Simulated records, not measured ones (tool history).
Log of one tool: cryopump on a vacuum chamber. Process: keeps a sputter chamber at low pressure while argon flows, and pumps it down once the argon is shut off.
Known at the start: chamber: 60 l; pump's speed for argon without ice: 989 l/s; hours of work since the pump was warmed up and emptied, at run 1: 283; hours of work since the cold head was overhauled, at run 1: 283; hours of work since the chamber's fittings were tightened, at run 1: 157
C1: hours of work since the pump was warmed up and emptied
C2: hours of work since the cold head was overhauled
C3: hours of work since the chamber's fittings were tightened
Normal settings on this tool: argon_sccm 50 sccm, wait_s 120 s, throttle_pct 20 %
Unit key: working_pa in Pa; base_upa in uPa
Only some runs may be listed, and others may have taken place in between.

{"run": 1, "hour": 0.0, "argon_sccm": 50, "wait_s": 120, "throttle_pct": 20, "C1": 283, "C2": 283, "C3": 157, "working_pa": 0.4419, "base_upa": 1.11}
{"run": 2, "hour": 32.7, "argon_sccm": 50, "wait_s": 68, "throttle_pct": 20, "C1": 300, "C2": 300, "C3": 174, "working_pa": 0.442, "base_upa": 1.49}
{"run": 3, "hour": 61.5, "argon_sccm": 50, "wait_s": 68, "throttle_pct": 20, "C1": 315, "C2": 315, "C3": 189, "working_pa": 0.4414, "base_upa": 1.6}
{"run": 4, "hour": 91.9, "argon_sccm": 50, "wait_s": 68, "throttle_pct": 20, "C1": 331, "C2": 331, "C3": 205, "working_pa": 0.4437, "base_upa": 1.64}
{"run": 5, "hour": 132.7, "argon_sccm": 50, "wait_s": 68, "throttle_pct": 20, "C1": 352, "C2": 352, "C3": 227, "working_pa": 0.4424, "base_upa": 1.56}
{"run": 6, "hour": 158.4, "argon_sccm": 50, "wait_s": 68, "throttle_pct": 20, "C1": 366, "C2": 366, "C3": 240, "working_pa": 0.4442, "base_upa": 1.61}
{"run": 7, "hour": 177.7, "argon_sccm": 50, "wait_s": 68, "throttle_pct": 20, "C1": 376, "C2": 376, "C3": 250, "working_pa": 0.4436, "base_upa": 1.59}
{"run": 8, "hour": 205.1, "argon_sccm": 50, "wait_s": 68, "throttle_pct": 20, "C1": 391, "C2": 391, "C3": 265, "working_pa": 0.445, "base_upa": 1.66}
{"hour": 218.3, "done": "pump warmed up, emptied and cooled again"}
{"run": 9, "hour": 239.1, "argon_sccm": 28, "wait_s": 120, "throttle_pct": 20, "C1": 11, "C2": 406, "C3": 280, "working_pa": 0.2403, "base_upa": 1.07}
{"run": 10, "hour": 262.5, "argon_sccm": 50, "wait_s": 173, "throttle_pct": 20, "C1": 23, "C2": 418, "C3": 292, "working_pa": 0.4294, "base_upa": 0.9}
{"run": 11, "hour": 294.8, "argon_sccm": 50, "wait_s": 173, "throttle_pct": 20, "C1": 40, "C2": 435, "C3": 309, "working_pa": 0.4319, "base_upa": 0.94}
{"run": 12, "hour": 319.8, "argon_sccm": 50, "wait_s": 120, "throttle_pct": 20, "C1": 53, "C2": 448, "C3": 322, "working_pa": 0.4305, "base_upa": 1.1}
{"run": 13, "hour": 349.6, "argon_sccm": 50, "wait_s": 120, "throttle_pct": 20, "C1": 69, "C2": 464, "C3": 338, "working_pa": 0.4301, "base_upa": 1.1}
{"run": 14, "hour": 367.9, "argon_sccm": 90, "wait_s": 120, "throttle_pct": 20, "C1": 79, "C2": 474, "C3": 348, "working_pa": 0.7729, "base_upa": 1.15}
{"run": 15, "hour": 408.6, "argon_sccm": 90, "wait_s": 120, "throttle_pct": 20, "C1": 100, "C2": 495, "C3": 369, "working_pa": 0.77, "base_upa": 1.19}
{"run": 16, "hour": 429.6, "argon_sccm": 90, "wait_s": 120, "throttle_pct": 20, "C1": 111, "C2": 506, "C3": 380, "working_pa": 0.7749, "base_upa": 1.16}
{"run": 17, "hour": 467.9, "argon_sccm": 50, "wait_s": 30, "throttle_pct": 24, "C1": 131, "C2": 526, "C3": 400, "working_pa": 0.3647, "base_upa": 2.95}
{"run": 18, "hour": 510.7, "argon_sccm": 27, "wait_s": 30, "throttle_pct": 49, "C1": 154, "C2": 549, "C3": 423, "working_pa": 0.0982, "base_upa": 2.95}
{"run": 19, "hour": 543.2, "argon_sccm": 27, "wait_s": 30, "throttle_pct": 49, "C1": 171, "C2": 566, "C3": 440, "working_pa": 0.098, "base_upa": 3.02}
{"run": 20, "hour": 563.9, "argon_sccm": 53, "wait_s": 50, "throttle_pct": 56, "C1": 182, "C2": 577, "C3": 451, "working_pa": 0.1705, "base_upa": 2.01}
{"run": 21, "hour": 593.6, "argon_sccm": 53, "wait_s": 58, "throttle_pct": 15, "C1": 197, "C2": 592, "C3": 466, "working_pa": 0.6106, "base_upa": 1.81}
{"run": 22, "hour": 631.7, "argon_sccm": 30, "wait_s": 67, "throttle_pct": 15, "C1": 217, "C2": 612, "C3": 486, "working_pa": 0.3488, "base_upa": 1.66}
{"run": 23, "hour": 661.9, "argon_sccm": 30, "wait_s": 67, "throttle_pct": 15, "C1": 233, "C2": 628, "C3": 502, "working_pa": 0.3492, "base_upa": 1.69}
{"run": 24, "hour": 681.7, "argon_sccm": 42, "wait_s": 89, "throttle_pct": 31, "C1": 244, "C2": 639, "C3": 513, "working_pa": 0.2421, "base_upa": 1.46}
{"run": 25, "hour": 715.8, "argon_sccm": 46, "wait_s": 89, "throttle_pct": 37, "C1": 262, "C2": 657, "C3": 531, "working_pa": 0.2247, "base_upa": 1.45}
{"run": 26, "hour": 738.5, "argon_sccm": 46, "wait_s": 89, "throttle_pct": 37, "C1": 274, "C2": 669, "C3": 543, "working_pa": 0.2242, "base_upa": 1.46}
{"run": 27, "hour": 759.0, "argon_sccm": 58, "wait_s": 37, "throttle_pct": 48, "C1": 284, "C2": 679, "C3": 553, "working_pa": 0.2238, "base_upa": 2.64}
{"run": 28, "hour": 784.5, "argon_sccm": 58, "wait_s": 37, "throttle_pct": 48, "C1": 298, "C2": 693, "C3": 567, "working_pa": 0.2237, "base_upa": 2.58}
{"run": 29, "hour": 829.1, "argon_sccm": 46, "wait_s": 22, "throttle_pct": 20, "C1": 321, "C2": 716, "C3": 590, "working_pa": 0.4066, "base_upa": 4.0}
{"run": 30, "hour": 868.2, "argon_sccm": 34, "wait_s": 70, "throttle_pct": 38, "C1": 342, "C2": 737, "C3": 611, "working_pa": 0.1645, "base_upa": 1.76}

3 options for the next run, each taken on its own from the tool as it stands now. Forecast them:
{"run": "A", "hour": 904.5, "argon_sccm": 34, "wait_s": 20, "throttle_pct": 38, "C1": 361, "C2": 756, "C3": 630, "working_pa": "?", "base_upa": "?"}
{"run": "B", "hour": 904.5, "argon_sccm": 43, "wait_s": 294, "throttle_pct": 57, "C1": 361, "C2": 756, "C3": 630, "working_pa": "?", "base_upa": "?"}
{"run": "C", "hour": 904.5, "argon_sccm": 89, "wait_s": 224, "throttle_pct": 59, "C1": 361, "C2": 756, "C3": 630, "working_pa": "?", "base_upa": "?"}

run=A working_pa=0.1651 base_upa=4.44
run=B working_pa=0.1444 base_upa=0.97
run=C working_pa=0.2898 base_upa=1.09
With no hidden state in the tool, these same runs would have given:
run=A working_pa=0.1530 base_upa=3.98
run=B working_pa=0.1291 base_upa=0.53
run=C working_pa=0.2581 base_upa=0.65

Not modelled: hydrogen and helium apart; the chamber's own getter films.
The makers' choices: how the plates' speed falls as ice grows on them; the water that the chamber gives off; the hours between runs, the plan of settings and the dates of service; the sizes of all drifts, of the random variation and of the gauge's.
